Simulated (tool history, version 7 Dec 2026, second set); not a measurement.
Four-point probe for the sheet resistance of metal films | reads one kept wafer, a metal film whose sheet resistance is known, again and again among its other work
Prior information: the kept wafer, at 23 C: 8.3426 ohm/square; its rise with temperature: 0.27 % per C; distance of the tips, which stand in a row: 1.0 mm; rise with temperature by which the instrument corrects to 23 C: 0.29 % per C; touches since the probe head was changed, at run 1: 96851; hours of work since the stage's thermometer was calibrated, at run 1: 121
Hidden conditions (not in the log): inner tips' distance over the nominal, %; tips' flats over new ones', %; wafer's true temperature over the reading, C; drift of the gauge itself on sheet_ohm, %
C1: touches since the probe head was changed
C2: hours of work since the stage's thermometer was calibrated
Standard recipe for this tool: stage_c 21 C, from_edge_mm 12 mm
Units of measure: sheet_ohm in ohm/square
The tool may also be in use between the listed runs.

run 1 hour=0 | stage_c=21 from_edge_mm=12 | C1=96851 C2=121 | sheet_ohm=8.318072
run 2 hour=113.2 | stage_c=21 from_edge_mm=12 | C1=99727 C2=208 | sheet_ohm=8.317753
run 3 hour=227.3 | stage_c=21 from_edge_mm=12 | C1=102624 C2=295 | sheet_ohm=8.316209
run 4 hour=329.6 | stage_c=18 from_edge_mm=12 | C1=105223 C2=373 | sheet_ohm=8.31981
-- hour=341.9 stage's thermometer calibrated
run 5 hour=451.8 | stage_c=18 from_edge_mm=12 | C1=108314 C2=84 | sheet_ohm=8.320824
run 6 hour=513.8 | stage_c=18 from_edge_mm=12 | C1=109889 C2=131 | sheet_ohm=8.321018
run 7 hour=590.1 | stage_c=20 from_edge_mm=12 | C1=111827 C2=190 | sheet_ohm=8.318105
run 8 hour=651.4 | stage_c=27 from_edge_mm=4 | C1=113385 C2=237 | sheet_ohm=8.549475
run 9 hour=790.2 | stage_c=24 from_edge_mm=7 | C1=116911 C2=343 | sheet_ohm=8.372938
-- hour=812.7 stage's thermometer calibrated, once more
run 10 hour=878.9 | stage_c=24 from_edge_mm=7 | C1=119150 C2=51 | sheet_ohm=8.365284
run 11 hour=946.1 | stage_c=19 from_edge_mm=16 | C1=120859 C2=102 | sheet_ohm=8.298043
run 12 hour=1071.6 | stage_c=28 from_edge_mm=33 | C1=124045 C2=198 | sheet_ohm=8.278573
run 13 hour=1184.1 | stage_c=31 from_edge_mm=35 | C1=126905 C2=284 | sheet_ohm=8.272409

Each row is a separate what-if for the run after 13, all from the same tool condition, not one after another. Results?
run A hour=1298.9 | stage_c=31 from_edge_mm=28 | C1=129819 C2=372 | sheet_ohm=?
run B hour=1298.9 | stage_c=20 from_edge_mm=12 | C1=129819 C2=372 | sheet_ohm=?
run C hour=1298.9 | stage_c=21 from_edge_mm=9 | C1=129819 C2=372 | sheet_ohm=?

run=A sheet_ohm=8.275494
run=B sheet_ohm=8.309979
run=C sheet_ohm=8.335231
With the hidden condition removed and each run's random variation left untouched, the same runs would have given:
run=A sheet_ohm=8.340959
run=B sheet_ohm=8.37566
run=C sheet_ohm=8.401101
